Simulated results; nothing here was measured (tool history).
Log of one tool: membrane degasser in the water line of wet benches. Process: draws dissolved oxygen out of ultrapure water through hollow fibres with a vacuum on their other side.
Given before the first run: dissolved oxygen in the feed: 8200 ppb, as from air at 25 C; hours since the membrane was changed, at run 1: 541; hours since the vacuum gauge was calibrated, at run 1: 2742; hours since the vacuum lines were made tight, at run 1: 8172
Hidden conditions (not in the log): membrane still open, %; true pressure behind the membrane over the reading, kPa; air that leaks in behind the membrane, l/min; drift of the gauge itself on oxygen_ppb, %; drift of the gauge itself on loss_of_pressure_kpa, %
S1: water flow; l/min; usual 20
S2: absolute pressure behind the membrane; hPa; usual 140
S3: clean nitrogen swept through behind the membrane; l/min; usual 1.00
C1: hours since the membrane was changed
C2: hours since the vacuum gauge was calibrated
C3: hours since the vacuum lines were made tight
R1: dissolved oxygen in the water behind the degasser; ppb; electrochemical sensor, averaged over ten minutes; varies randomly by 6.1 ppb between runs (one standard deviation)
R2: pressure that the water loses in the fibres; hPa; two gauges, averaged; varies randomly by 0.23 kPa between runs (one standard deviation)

{"run": 1, "hour": 0.0, "S1": 20, "S2": 140, "S3": 1.0, "C1": 541, "C2": 2742, "C3": 8172, "R1": 658.7, "R2": 575.9}
{"run": 2, "hour": 32.3, "S1": 20, "S2": 140, "S3": 0.61, "C1": 573, "C2": 2775, "C3": 8204, "R1": 872.3, "R2": 576.5}
{"run": 3, "hour": 59.7, "S1": 20, "S2": 140, "S3": 0.61, "C1": 601, "C2": 2802, "C3": 8232, "R1": 872.5, "R2": 574.9}
{"run": 4, "hour": 88.4, "S1": 20, "S2": 140, "S3": 0.61, "C1": 630, "C2": 2831, "C3": 8260, "R1": 884.1, "R2": 576.1}
{"run": 5, "hour": 123.5, "S1": 20, "S2": 140, "S3": 0.61, "C1": 665, "C2": 2866, "C3": 8296, "R1": 871.1, "R2": 576.3}
{"run": 6, "hour": 160.8, "S1": 20, "S2": 140, "S3": 0.61, "C1": 702, "C2": 2903, "C3": 8333, "R1": 869.7, "R2": 576.5}
{"run": 7, "hour": 201.1, "S1": 20, "S2": 140, "S3": 2.15, "C1": 742, "C2": 2943, "C3": 8373, "R1": 444.4, "R2": 573.1}
{"run": 8, "hour": 253.9, "S1": 20, "S2": 140, "S3": 1.0, "C1": 795, "C2": 2996, "C3": 8426, "R1": 658.5, "R2": 575.4}
{"run": 9, "hour": 305.8, "S1": 24, "S2": 140, "S3": 1.0, "C1": 847, "C2": 3048, "C3": 8478, "R1": 780.6, "R2": 689.7}
{"run": 10, "hour": 343.1, "S1": 24, "S2": 140, "S3": 1.0, "C1": 884, "C2": 3085, "C3": 8515, "R1": 790.9, "R2": 692.3}
{"hour": 346.0, "done": "vacuum gauge calibrated"}
{"run": 11, "hour": 390.4, "S1": 24, "S2": 140, "S3": 1.0, "C1": 931, "C2": 44, "C3": 8562, "R1": 780.2, "R2": 691.4}
{"run": 12, "hour": 422.3, "S1": 24, "S2": 140, "S3": 1.0, "C1": 963, "C2": 76, "C3": 8594, "R1": 778.0, "R2": 689.5}
{"run": 13, "hour": 460.7, "S1": 20, "S2": 140, "S3": 1.0, "C1": 1001, "C2": 115, "C3": 8632, "R1": 650.9, "R2": 578.1}
{"run": 14, "hour": 485.4, "S1": 20, "S2": 140, "S3": 1.47, "C1": 1026, "C2": 139, "C3": 8657, "R1": 543.8, "R2": 577.3}
{"run": 15, "hour": 526.8, "S1": 23, "S2": 311, "S3": 2.87, "C1": 1067, "C2": 181, "C3": 8698, "R1": 733.7, "R2": 664.5}
{"run": 16, "hour": 555.7, "S1": 28, "S2": 234, "S3": 1.0, "C1": 1096, "C2": 210, "C3": 8727, "R1": 1370.8, "R2": 813.4}
{"run": 17, "hour": 582.3, "S1": 28, "S2": 234, "S3": 1.0, "C1": 1123, "C2": 236, "C3": 8754, "R1": 1362.2, "R2": 809.3}
{"run": 18, "hour": 636.7, "S1": 24, "S2": 279, "S3": 0.49, "C1": 1177, "C2": 291, "C3": 8808, "R1": 2055.6, "R2": 695.2}
{"hour": 660.3, "done": "vacuum gauge calibrated, once more"}
{"run": 19, "hour": 675.2, "S1": 24, "S2": 190, "S3": 0.45, "C1": 1215, "C2": 15, "C3": 8846, "R1": 1555.2, "R2": 695.2}

What does the tool deliver on the next run?
{"run": 20, "hour": 698.9, "S1": 26, "S2": 160, "S3": 0.83, "C1": 1239, "C2": 39, "C3": 8870, "R1": "?", "R2": "?"}

{"run 20": {"R1": 1043.5, "R2": 748.6}}
Take away the tool's hidden state, keep the run-to-run variation as it was, and the same run would have given R1 1033.8 ppb, R2 742.9 hPa.
